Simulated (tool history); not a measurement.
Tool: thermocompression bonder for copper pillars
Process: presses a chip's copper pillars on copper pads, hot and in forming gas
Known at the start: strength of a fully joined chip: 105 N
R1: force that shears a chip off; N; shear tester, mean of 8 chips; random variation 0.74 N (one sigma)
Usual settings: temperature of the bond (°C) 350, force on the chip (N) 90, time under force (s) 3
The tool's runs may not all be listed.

run 1 day=0 | temperature_of_the_bond_(°C)=350 force_on_the_chip_(N)=90 time_under_force_(s)=3 | R1=56.3
run 2 day=1.05 | temperature_of_the_bond_(°C)=360 force_on_the_chip_(N)=90 time_under_force_(s)=3 | R1=58.4
run 3 day=1.704 | temperature_of_the_bond_(°C)=350 force_on_the_chip_(N)=90 time_under_force_(s)=3 | R1=55.1
run 4 day=2.379 | temperature_of_the_bond_(°C)=350 force_on_the_chip_(N)=90 time_under_force_(s)=3 | R1=55.8
run 5 day=3.075 | temperature_of_the_bond_(°C)=350 force_on_the_chip_(N)=90 time_under_force_(s)=3 | R1=53.6
run 6 day=4.021 | temperature_of_the_bond_(°C)=350 force_on_the_chip_(N)=90 time_under_force_(s)=3 | R1=53.9
run 7 day=4.492 | temperature_of_the_bond_(°C)=350 force_on_the_chip_(N)=90 time_under_force_(s)=3 | R1=55.9
run 8 day=5.062 | temperature_of_the_bond_(°C)=351 force_on_the_chip_(N)=90 time_under_force_(s)=3 | R1=54
run 9 day=5.671 | temperature_of_the_bond_(°C)=351 force_on_the_chip_(N)=90 time_under_force_(s)=3 | R1=54
run 10 day=6.171 | temperature_of_the_bond_(°C)=350 force_on_the_chip_(N)=111 time_under_force_(s)=3 | R1=60.8
run 11 day=7.121 | temperature_of_the_bond_(°C)=350 force_on_the_chip_(N)=111 time_under_force_(s)=3 | R1=61
run 12 day=8.121 | temperature_of_the_bond_(°C)=350 force_on_the_chip_(N)=74 time_under_force_(s)=3 | R1=50.2
run 13 day=8.975 | temperature_of_the_bond_(°C)=350 force_on_the_chip_(N)=78 time_under_force_(s)=4 | R1=57.6
run 14 day=9.408 | temperature_of_the_bond_(°C)=350 force_on_the_chip_(N)=84 time_under_force_(s)=4 | R1=60
run 15 day=10.067 | temperature_of_the_bond_(°C)=350 force_on_the_chip_(N)=84 time_under_force_(s)=4 | R1=58.4
run 16 day=11.025 | temperature_of_the_bond_(°C)=350 force_on_the_chip_(N)=84 time_under_force_(s)=2 | R1=45.5
run 17 day=11.542 | temperature_of_the_bond_(°C)=357 force_on_the_chip_(N)=74 time_under_force_(s)=6 | R1=64.8
run 18 day=12.2 | temperature_of_the_bond_(°C)=357 force_on_the_chip_(N)=74 time_under_force_(s)=6 | R1=64.4
run 19 day=13.142 | temperature_of_the_bond_(°C)=331 force_on_the_chip_(N)=123 time_under_force_(s)=3 | R1=56.9

Forecast each of these 5 alternatives for the next run:
run A day=14.05 | temperature_of_the_bond_(°C)=329 force_on_the_chip_(N)=76 time_under_force_(s)=3 | R1=?
run B day=14.05 | temperature_of_the_bond_(°C)=346 force_on_the_chip_(N)=106 time_under_force_(s)=3 | R1=?
run C day=14.05 | temperature_of_the_bond_(°C)=373 force_on_the_chip_(N)=61 time_under_force_(s)=2 | R1=?
run D day=14.05 | temperature_of_the_bond_(°C)=355 force_on_the_chip_(N)=128 time_under_force_(s)=2 | R1=?
run E day=14.05 | temperature_of_the_bond_(°C)=338 force_on_the_chip_(N)=90 time_under_force_(s)=2 | R1=?

run=A R1=42.6
run=B R1=57.8
run=C R1=45.5
run=D R1=58
run=E R1=42.6
Without the tool's hidden state the same runs would have given:
run=A R1=42.8
run=B R1=58
run=C R1=45.7
run=D R1=58.3
run=E R1=42.8
